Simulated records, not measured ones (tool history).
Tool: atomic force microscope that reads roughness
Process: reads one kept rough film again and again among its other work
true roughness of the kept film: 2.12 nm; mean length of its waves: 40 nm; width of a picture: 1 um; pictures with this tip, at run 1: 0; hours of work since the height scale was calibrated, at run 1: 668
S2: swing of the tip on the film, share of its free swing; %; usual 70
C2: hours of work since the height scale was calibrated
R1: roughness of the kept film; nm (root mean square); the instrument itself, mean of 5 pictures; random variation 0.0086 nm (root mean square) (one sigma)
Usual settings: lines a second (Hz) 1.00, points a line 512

run 1 hour=0.0 | lines_a_second_(Hz)=1.00 S2=70 points_a_line=512 | pictures_with_this_tip=0 C2=668 | R1=1.917
run 2 hour=21.2 | lines_a_second_(Hz)=1.00 S2=70 points_a_line=512 | pictures_with_this_tip=45 C2=684 | R1=1.894
run 3 hour=32.6 | lines_a_second_(Hz)=1.00 S2=70 points_a_line=512 | pictures_with_this_tip=69 C2=692 | R1=1.880
run 4 hour=43.5 | lines_a_second_(Hz)=1.00 S2=70 points_a_line=512 | pictures_with_this_tip=92 C2=700 | R1=1.854
run 5 hour=53.7 | lines_a_second_(Hz)=1.00 S2=70 points_a_line=512 | pictures_with_this_tip=113 C2=707 | R1=1.854
run 6 hour=77.3 | lines_a_second_(Hz)=1.00 S2=70 points_a_line=512 | pictures_with_this_tip=163 C2=724 | R1=1.820
run 7 hour=95.7 | lines_a_second_(Hz)=1.00 S2=70 points_a_line=512 | pictures_with_this_tip=201 C2=737 | R1=1.773
run 8 hour=106.8 | lines_a_second_(Hz)=1.00 S2=70 points_a_line=512 | pictures_with_this_tip=225 C2=745 | R1=1.768
run 9 hour=117.7 | lines_a_second_(Hz)=1.00 S2=70 points_a_line=512 | pictures_with_this_tip=248 C2=753 | R1=1.748
run 10 hour=132.5 | lines_a_second_(Hz)=1.00 S2=70 points_a_line=725 | pictures_with_this_tip=279 C2=764 | R1=1.715
-- hour=140.1 new tip fitted
run 11 hour=156.2 | lines_a_second_(Hz)=1.42 S2=70 points_a_line=512 | pictures_with_this_tip=34 C2=781 | R1=1.857
run 12 hour=177.8 | lines_a_second_(Hz)=1.42 S2=70 points_a_line=512 | pictures_with_this_tip=80 C2=796 | R1=1.835
run 13 hour=190.8 | lines_a_second_(Hz)=1.00 S2=70 points_a_line=512 | pictures_with_this_tip=107 C2=806 | R1=1.842
run 14 hour=211.1 | lines_a_second_(Hz)=1.00 S2=70 points_a_line=512 | pictures_with_this_tip=150 C2=820 | R1=1.832
run 15 hour=229.0 | lines_a_second_(Hz)=1.00 S2=70 points_a_line=512 | pictures_with_this_tip=187 C2=833 | R1=1.784
run 16 hour=251.2 | lines_a_second_(Hz)=1.00 S2=70 points_a_line=512 | pictures_with_this_tip=234 C2=849 | R1=1.737
run 17 hour=273.1 | lines_a_second_(Hz)=2.88 S2=56 points_a_line=346 | pictures_with_this_tip=280 C2=865 | R1=1.708
-- hour=279.7 new tip fitted
run 18 hour=290.4 | lines_a_second_(Hz)=1.42 S2=68 points_a_line=512 | pictures_with_this_tip=22 C2=877 | R1=1.877
run 19 hour=300.2 | lines_a_second_(Hz)=1.19 S2=66 points_a_line=282 | pictures_with_this_tip=43 C2=884 | R1=1.899
run 20 hour=310.4 | lines_a_second_(Hz)=1.19 S2=66 points_a_line=282 | pictures_with_this_tip=64 C2=892 | R1=1.876
run 21 hour=333.9 | lines_a_second_(Hz)=0.76 S2=66 points_a_line=282 | pictures_with_this_tip=114 C2=908 | R1=1.870
run 22 hour=351.0 | lines_a_second_(Hz)=0.76 S2=66 points_a_line=282 | pictures_with_this_tip=149 C2=921 | R1=1.839
run 23 hour=368.9 | lines_a_second_(Hz)=0.52 S2=59 points_a_line=397 | pictures_with_this_tip=187 C2=934 | R1=1.848
run 24 hour=390.6 | lines_a_second_(Hz)=0.52 S2=59 points_a_line=397 | pictures_with_this_tip=233 C2=949 | R1=1.812
run 25 hour=413.0 | lines_a_second_(Hz)=0.52 S2=59 points_a_line=397 | pictures_with_this_tip=280 C2=965 | R1=1.770
-- hour=420.6 new tip fitted
run 26 hour=423.0 | lines_a_second_(Hz)=0.52 S2=59 points_a_line=397 | pictures_with_this_tip=5 C2=972 | R1=2.011
run 27 hour=444.8 | lines_a_second_(Hz)=0.52 S2=59 points_a_line=397 | pictures_with_this_tip=50 C2=988 | R1=1.939
run 28 hour=467.8 | lines_a_second_(Hz)=1.00 S2=58 points_a_line=508 | pictures_with_this_tip=99 C2=1005 | R1=1.904
run 29 hour=486.4 | lines_a_second_(Hz)=1.00 S2=58 points_a_line=508 | pictures_with_this_tip=138 C2=1018 | R1=1.861

4 ways to go on from here, each from the tool as it stands after run 29. What would each give?
run A hour=507.2 | lines_a_second_(Hz)=1.00 S2=89 points_a_line=508 | pictures_with_this_tip=182 C2=1033 | R1=?
run B hour=507.2 | lines_a_second_(Hz)=2.94 S2=70 points_a_line=959 | pictures_with_this_tip=182 C2=1033 | R1=?
run C hour=507.2 | lines_a_second_(Hz)=0.91 S2=70 points_a_line=354 | pictures_with_this_tip=182 C2=1033 | R1=?
run D hour=507.2 | lines_a_second_(Hz)=0.75 S2=61 points_a_line=409 | pictures_with_this_tip=182 C2=1033 | R1=?

run=A R1=1.679
run=B R1=1.628
run=C R1=1.792
run=D R1=1.844
Without the tool's hidden state the same runs would have given:
run=A R1=1.793
run=B R1=1.739
run=C R1=1.914
run=D R1=1.970
